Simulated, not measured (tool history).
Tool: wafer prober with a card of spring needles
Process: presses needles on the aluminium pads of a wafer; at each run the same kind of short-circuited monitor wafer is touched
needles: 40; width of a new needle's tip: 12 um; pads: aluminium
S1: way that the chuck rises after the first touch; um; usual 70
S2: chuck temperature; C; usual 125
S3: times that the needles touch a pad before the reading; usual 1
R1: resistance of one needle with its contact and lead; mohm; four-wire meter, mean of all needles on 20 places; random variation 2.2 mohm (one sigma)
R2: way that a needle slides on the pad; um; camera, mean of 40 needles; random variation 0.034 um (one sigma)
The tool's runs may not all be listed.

{"run": 1, "day": 0.0, "S1": 70, "S2": 125, "S3": 1, "R1": 268, "R2": 17.15}
{"run": 2, "day": 0.854, "S1": 70, "S2": 125, "S3": 1, "R1": 266, "R2": 17.16}
{"run": 3, "day": 1.388, "S1": 70, "S2": 75, "S3": 1, "R1": 234, "R2": 17.12}
{"run": 4, "day": 2.225, "S1": 70, "S2": 43, "S3": 1, "R1": 226, "R2": 17.08}
{"run": 5, "day": 2.883, "S1": 74, "S2": 125, "S3": 1, "R1": 273, "R2": 18.09}
{"run": 6, "day": 3.417, "S1": 70, "S2": 125, "S3": 1, "R1": 272, "R2": 17.11}
{"run": 7, "day": 4.35, "S1": 70, "S2": 125, "S3": 1, "R1": 276, "R2": 17.06}
{"run": 8, "day": 4.879, "S1": 70, "S2": 125, "S3": 2, "R1": 246, "R2": 17.08}
{"run": 9, "day": 5.696, "S1": 51, "S2": 125, "S3": 1, "R1": 265, "R2": 12.43}
{"run": 10, "day": 6.325, "S1": 51, "S2": 30, "S3": 1, "R1": 296, "R2": 12.33}
{"run": 11, "day": 6.762, "S1": 70, "S2": 125, "S3": 2, "R1": 255, "R2": 16.99}
{"run": 12, "day": 7.554, "S1": 70, "S2": 125, "S3": 2, "R1": 257, "R2": 16.97}
{"run": 13, "day": 8.012, "S1": 70, "S2": 125, "S3": 2, "R1": 264, "R2": 16.99}
{"run": 14, "day": 8.796, "S1": 70, "S2": 125, "S3": 3, "R1": 256, "R2": 16.92}
{"run": 15, "day": 9.654, "S1": 70, "S2": 125, "S3": 3, "R1": 258, "R2": 16.99}
{"run": 16, "day": 10.096, "S1": 70, "S2": 96, "S3": 1, "R1": 261, "R2": 16.97}
{"run": 17, "day": 10.629, "S1": 70, "S2": 96, "S3": 1, "R1": 283, "R2": 16.9}
{"run": 18, "day": 11.117, "S1": 70, "S2": 41, "S3": 1, "R1": 256, "R2": 17.19}
{"run": 19, "day": 11.75, "S1": 57, "S2": 41, "S3": 1, "R1": 258, "R2": 13.94}
{"run": 20, "day": 12.292, "S1": 68, "S2": 53, "S3": 2, "R1": 255, "R2": 16.61}
{"run": 21, "day": 13.221, "S1": 71, "S2": 125, "S3": 2, "R1": 247, "R2": 17.45}
{"run": 22, "day": 14.058, "S1": 71, "S2": 125, "S3": 2, "R1": 243, "R2": 17.35}
{"run": 23, "day": 14.888, "S1": 60, "S2": 43, "S3": 2, "R1": 226, "R2": 14.67}
{"run": 24, "day": 15.388, "S1": 60, "S2": 43, "S3": 2, "R1": 251, "R2": 14.73}
{"run": 25, "day": 16.2, "S1": 85, "S2": 36, "S3": 1, "R1": 248, "R2": 20.84}
{"run": 26, "day": 16.846, "S1": 72, "S2": 28, "S3": 2, "R1": 241, "R2": 17.61}
{"run": 27, "day": 17.625, "S1": 72, "S2": 28, "S3": 2, "R1": 238, "R2": 17.6}
{"run": 28, "day": 18.329, "S1": 70, "S2": 125, "S3": 2, "R1": 255, "R2": 17.11}
{"run": 29, "day": 19.15, "S1": 54, "S2": 125, "S3": 1, "R1": 265, "R2": 13.12}
{"run": 30, "day": 20.054, "S1": 70, "S2": 125, "S3": 2, "R1": 253, "R2": 16.99}
{"run": 31, "day": 20.758, "S1": 70, "S2": 125, "S3": 2, "R1": 250, "R2": 17.08}
{"run": 32, "day": 21.579, "S1": 53, "S2": 125, "S3": 1, "R1": 258, "R2": 12.86}
{"run": 33, "day": 22.25, "S1": 53, "S2": 125, "S3": 1, "R1": 306, "R2": 12.87}

Not shown: 28 entries that the log had between the listed runs. Between which runs, and how does the tool's hidden state differ before and after?
Between runs 1 and 2: tips cleaned on abrasive film (day 0.550)
  debris on the tips, nm: 41.8 -> 45.3; way that the needles fall short of the set height, um: 0.25 -> 0.3; tips' diameter, um: 12.44 -> 12.46
  measured less the result without the state, R1: +23 -> +24 mohm; R2: -0.06 -> -0.07 um
Between runs 2 and 3: tips cleaned on abrasive film (day 1.388)
  debris on the tips, nm: 45.3 -> 7.8; way that the needles fall short of the set height, um: 0.3 -> 0.35; tips' diameter, um: 12.46 -> 12.48
  measured less the result without the state, R1: +24 -> +5 mohm; R2: -0.07 -> -0.08 um
Between runs 3 and 4: tips cleaned on abrasive film (day 2.225)
  debris on the tips, nm: 7.8 -> 4.8; way that the needles fall short of the set height, um: 0.35 -> 0.42; tips' diameter, um: 12.48 -> 12.5
  measured less the result without the state, R1: +5 -> +3 mohm; R2: -0.08 -> -0.10 um
Between runs 5 and 6: tips cleaned on abrasive film (day 3.096)
  debris on the tips, nm: 63.7 -> 47.4; way that the needles fall short of the set height, um: 0.42 -> 0.46; tips' diameter, um: 12.5 -> 12.52
  measured less the result without the state, R1: +31 -> +26 mohm; R2: -0.11 -> -0.11 um
Between runs 6 and 7: tips cleaned on abrasive film (day 3.933)
  debris on the tips, nm: 47.4 -> 55.7; way that the needles fall short of the set height, um: 0.46 -> 0.5; tips' diameter, um: 12.52 -> 12.53
  measured less the result without the state, R1: +26 -> +31 mohm; R2: -0.11 -> -0.12 um
Between runs 7 and 8: tips cleaned on abrasive film (day 4.796)
  debris on the tips, nm: 55.7 -> 22.5; way that the needles fall short of the set height, um: 0.5 -> 0.56; tips' diameter, um: 12.53 -> 12.55
  measured less the result without the state, R1: +31 -> +7 mohm; R2: -0.12 -> -0.14 um
Between runs 8 and 9: tips cleaned on abrasive film (day 5.612)
  debris on the tips, nm: 22.5 -> 18.8; way that the needles fall short of the set height, um: 0.56 -> 0.61; tips' diameter, um: 12.55 -> 12.57
  measured less the result without the state, R1: +7 -> +18 mohm; R2: -0.14 -> -0.15 um
Between runs 10 and 11: tips cleaned on abrasive film (day 6.467)
  debris on the tips, nm: 67.8 -> 48; way that the needles fall short of the set height, um: 0.61 -> 0.65; tips' diameter, um: 12.57 -> 12.58
  measured less the result without the state, R1: +73 -> +16 mohm; R2: -0.15 -> -0.16 um
Between runs 11 and 12: height of the first contact set anew (day 6.817); tips cleaned on abrasive film (day 7.308)
  debris on the tips, nm: 48 -> 42.2; way that the needles fall short of the set height, um: 0.65 -> 1; tips' diameter, um: 12.58 -> 12.6
  measured less the result without the state, R1: +16 -> +14 mohm; R2: -0.16 -> -0.25 um
Between runs 13 and 14: tips cleaned on abrasive film (day 8.146)
  debris on the tips, nm: 67.5 -> 66.4; way that the needles fall short of the set height, um: 1 -> 1.03; tips' diameter, um: 12.6 -> 12.62
  measured less the result without the state, R1: +22 -> +14 mohm; R2: -0.25 -> -0.25 um
Between runs 14 and 15: tips cleaned on abrasive film (day 8.954)
  debris on the tips, nm: 66.4 -> 66.7; way that the needles fall short of the set height, um: 1.03 -> 1.08; tips' diameter, um: 12.62 -> 12.63
  measured less the result without the state, R1: +14 -> +13 mohm; R2: -0.25 -> -0.26 um
Between runs 15 and 16: tips cleaned on abrasive film (day 9.850)
  debris on the tips, nm: 66.7 -> 40.1; way that the needles fall short of the set height, um: 1.08 -> 1.12; tips' diameter, um: 12.63 -> 12.65
  measured less the result without the state, R1: +13 -> +24 mohm; R2: -0.26 -> -0.28 um
Between runs 17 and 18: tips cleaned on abrasive film (day 10.679); height of the first contact set anew, once more (day 10.904)
  debris on the tips, nm: 70 -> 53.2; way that the needles fall short of the set height, um: 1.12 -> 0; tips' diameter, um: 12.65 -> 12.67
  measured less the result without the state, R1: +42 -> +34 mohm; R2: -0.27 -> +0.00 um
Between runs 18 and 19: tips cleaned on abrasive film (day 11.512)
  debris on the tips, nm: 53.2 -> 40.4; way that the needles fall short of the set height, um: 0 -> 0.06; tips' diameter, um: 12.67 -> 12.69
  measured less the result without the state, R1: +34 -> +35 mohm; R2: +0.00 -> -0.01 um
Between runs 20 and 21: tips cleaned on abrasive film (day 12.362); tips cleaned on abrasive film (day 13.188)
  debris on the tips, nm: 69.6 -> 14.5; way that the needles fall short of the set height, um: 0.06 -> 0.15; tips' diameter, um: 12.69 -> 12.72
  measured less the result without the state, R1: +28 -> +5 mohm; R2: -0.02 -> -0.03 um
Between runs 21 and 22: tips cleaned on abrasive film (day 14.038)
  debris on the tips, nm: 14.5 -> 7.3; way that the needles fall short of the set height, um: 0.15 -> 0.21; tips' diameter, um: 12.72 -> 12.74
  measured less the result without the state, R1: +5 -> +3 mohm; R2: -0.03 -> -0.05 um
Between runs 22 and 23: tips cleaned on abrasive film (day 14.888)
  debris on the tips, nm: 7.3 -> 4.3; way that the needles fall short of the set height, um: 0.21 -> 0.27; tips' diameter, um: 12.74 -> 12.76
  measured less the result without the state, R1: +3 -> +2 mohm; R2: -0.05 -> -0.06 um
Between runs 24 and 25: tips cleaned on abrasive film (day 15.721)
  debris on the tips, nm: 59.5 -> 56.3; way that the needles fall short of the set height, um: 0.27 -> 0.33; tips' diameter, um: 12.76 -> 12.78
  measured less the result without the state, R1: +29 -> +27 mohm; R2: -0.07 -> -0.09 um
Between runs 25 and 26: tips cleaned on abrasive film (day 16.529)
  debris on the tips, nm: 56.3 -> 49.2; way that the needles fall short of the set height, um: 0.33 -> 0.39; tips' diameter, um: 12.78 -> 12.8
  measured less the result without the state, R1: +27 -> +19 mohm; R2: -0.09 -> -0.10 um
Between runs 26 and 27: tips cleaned on abrasive film (day 17.342)
  debris on the tips, nm: 49.2 -> 46.3; way that the needles fall short of the set height, um: 0.39 -> 0.46; tips' diameter, um: 12.8 -> 12.83
  measured less the result without the state, R1: +19 -> +18 mohm; R2: -0.10 -> -0.11 um
Between runs 27 and 28: tips cleaned on abrasive film (day 18.188)
  debris on the tips, nm: 46.3 -> 32.2; way that the needles fall short of the set height, um: 0.46 -> 0.49; tips' diameter, um: 12.83 -> 12.84
  measured less the result without the state, R1: +18 -> +12 mohm; R2: -0.11 -> -0.13 um
Between runs 28 and 29: tips cleaned on abrasive film (day 19.025)
  debris on the tips, nm: 32.2 -> 25.9; way that the needles fall short of the set height, um: 0.49 -> 0.54; tips' diameter, um: 12.84 -> 12.86
  measured less the result without the state, R1: +12 -> +22 mohm; R2: -0.13 -> -0.13 um
Between runs 29 and 30: tips cleaned on abrasive film (day 19.854)
  debris on the tips, nm: 25.9 -> 34.2; way that the needles fall short of the set height, um: 0.54 -> 0.61; tips' diameter, um: 12.86 -> 12.88
  measured less the result without the state, R1: +22 -> +12 mohm; R2: -0.13 -> -0.15 um
Between runs 30 and 31: tips cleaned on abrasive film (day 20.688)
  debris on the tips, nm: 34.2 -> 18.3; way that the needles fall short of the set height, um: 0.61 -> 0.65; tips' diameter, um: 12.88 -> 12.9
  measured less the result without the state, R1: +12 -> +7 mohm; R2: -0.15 -> -0.16 um
Between runs 31 and 32: tips cleaned on abrasive film (day 21.533)
  debris on the tips, nm: 18.3 -> 11.3; way that the needles fall short of the set height, um: 0.65 -> 0.7; tips' diameter, um: 12.9 -> 12.91
  measured less the result without the state, R1: +7 -> +11 mohm; R2: -0.16 -> -0.17 um

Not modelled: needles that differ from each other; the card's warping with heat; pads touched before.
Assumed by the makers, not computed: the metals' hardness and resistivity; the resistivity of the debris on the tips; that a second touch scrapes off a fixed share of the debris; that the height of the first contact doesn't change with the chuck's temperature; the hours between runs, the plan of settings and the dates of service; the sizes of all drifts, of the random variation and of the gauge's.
